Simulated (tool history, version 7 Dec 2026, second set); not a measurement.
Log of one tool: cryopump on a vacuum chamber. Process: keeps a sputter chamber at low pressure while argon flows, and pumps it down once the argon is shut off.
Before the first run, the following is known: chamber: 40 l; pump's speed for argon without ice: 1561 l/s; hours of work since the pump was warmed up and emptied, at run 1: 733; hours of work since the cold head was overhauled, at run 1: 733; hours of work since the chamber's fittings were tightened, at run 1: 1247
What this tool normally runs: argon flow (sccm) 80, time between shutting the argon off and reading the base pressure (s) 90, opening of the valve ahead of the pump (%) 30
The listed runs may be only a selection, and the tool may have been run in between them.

| run | hour | argon flow (sccm) | time between shutting the argon off and reading the base pressure (s) | opening of the valve ahead of the pump (%) | hours of work since the pump was warmed up and emptied | hours of work since the cold head was overhauled | hours of work since the chamber's fittings were tightened | pressure while argon flows (Pa) | pressure after the wait (uPa) |
|---|---|---|---|---|---|---|---|---|---|
| 1 | 0.0 | 80 | 90 | 30 | 733 | 733 | 1247 | 0.3039 | 1.21 |
| 2 | 43.4 | 80 | 90 | 30 | 751 | 751 | 1265 | 0.3062 | 1.25 |
|  | 76.5 | leaking fittings of the chamber tightened, without venting |
| 3 | 77.5 | 80 | 42 | 30 | 764 | 764 | 0 | 0.3052 | 1.27 |
|  | 92.3 | pump warmed up, emptied and cooled again |
| 4 | 120.4 | 80 | 42 | 30 | 11 | 780 | 16 | 0.2920 | 1.22 |
| 5 | 163.1 | 80 | 82 | 30 | 29 | 797 | 33 | 0.2910 | 0.73 |
| 6 | 198.2 | 80 | 82 | 30 | 43 | 811 | 48 | 0.2903 | 0.77 |
| 7 | 223.0 | 80 | 82 | 30 | 53 | 821 | 58 | 0.2924 | 0.75 |
| 8 | 268.9 | 80 | 82 | 30 | 72 | 840 | 76 | 0.2910 | 0.80 |
| 9 | 316.5 | 80 | 82 | 30 | 91 | 860 | 96 | 0.2909 | 0.77 |
| 10 | 359.6 | 80 | 82 | 30 | 109 | 877 | 113 | 0.2913 | 0.79 |
| 11 | 390.2 | 80 | 82 | 30 | 121 | 890 | 126 | 0.2892 | 0.78 |
| 12 | 415.2 | 80 | 90 | 30 | 132 | 900 | 136 | 0.2915 | 0.77 |
| 13 | 442.5 | 80 | 89 | 30 | 143 | 911 | 147 | 0.2903 | 0.74 |
| 14 | 494.9 | 80 | 89 | 30 | 164 | 932 | 168 | 0.2919 | 0.74 |
| 15 | 551.7 | 80 | 90 | 30 | 187 | 955 | 192 | 0.2929 | 0.78 |
| 16 | 575.4 | 80 | 90 | 30 | 197 | 965 | 201 | 0.2949 | 0.74 |
| 17 | 606.5 | 80 | 90 | 30 | 209 | 978 | 214 | 0.2947 | 0.77 |
| 18 | 631.6 | 42 | 90 | 30 | 220 | 988 | 224 | 0.1539 | 0.80 |
| 19 | 686.5 | 131 | 53 | 31 | 242 | 1010 | 246 | 0.4643 | 1.12 |
| 20 | 713.0 | 131 | 53 | 31 | 253 | 1021 | 257 | 0.4672 | 1.10 |
| 21 | 760.5 | 131 | 53 | 31 | 272 | 1040 | 277 | 0.4682 | 1.14 |
| 22 | 808.1 | 66 | 90 | 30 | 292 | 1060 | 296 | 0.2453 | 0.80 |
| 23 | 837.5 | 80 | 26 | 28 | 304 | 1072 | 308 | 0.3160 | 2.00 |
| 24 | 889.2 | 80 | 26 | 28 | 325 | 1093 | 329 | 0.3152 | 1.91 |
| 25 | 918.8 | 61 | 55 | 41 | 337 | 1105 | 341 | 0.1661 | 1.13 |
| 26 | 966.9 | 49 | 55 | 21 | 356 | 1124 | 361 | 0.2565 | 1.16 |
| 27 | 1017.2 | 49 | 55 | 21 | 377 | 1145 | 381 | 0.2577 | 1.15 |
| 28 | 1047.2 | 80 | 90 | 34 | 389 | 1157 | 393 | 0.2638 | 0.89 |
| 29 | 1085.9 | 85 | 47 | 34 | 405 | 1173 | 409 | 0.2787 | 1.29 |
| 30 | 1113.4 | 122 | 210 | 46 | 416 | 1184 | 420 | 0.3015 | 0.60 |
| 31 | 1161.7 | 59 | 234 | 30 | 436 | 1204 | 440 | 0.2200 | 0.55 |
| 32 | 1188.7 | 32 | 38 | 22 | 447 | 1215 | 451 | 0.1623 | 1.53 |
| 33 | 1224.9 | 33 | 277 | 30 | 461 | 1230 | 466 | 0.1236 | 0.56 |
| 34 | 1278.9 | 96 | 20 | 30 | 483 | 1252 | 488 | 0.3560 | 2.51 |
| 35 | 1311.3 | 96 | 104 | 30 | 497 | 1265 | 501 | 0.3603 | 0.81 |

For each entry between runs, how does the tool's hidden state at the last listed run before it compare with that at the first listed run after it?
After run 2, before run 3: leaking fittings of the chamber tightened, without venting (hour 76.5)
  pump's speed, % of a pump's without ice: 84.7 -> 84.4; cold plate's temperature, K: 12.21 -> 12.22; leak into the chamber, uPa l/s: 980 -> 334
  the result without the hidden state subtracted from the measured one, pressure while argon flows (Pa): +0.0162 -> +0.0165; pressure after the wait (uPa): +0.56 -> +0.06
After run 3, before run 4: pump warmed up, emptied and cooled again (hour 92.3)
  pump's speed, % of a pump's without ice: 84.4 -> 99.5; leak into the chamber, uPa l/s: 334 -> 342
  the result without the hidden state subtracted from the measured one, pressure while argon flows (Pa): +0.0165 -> +0.0008; pressure after the wait (uPa): +0.06 -> +0.03
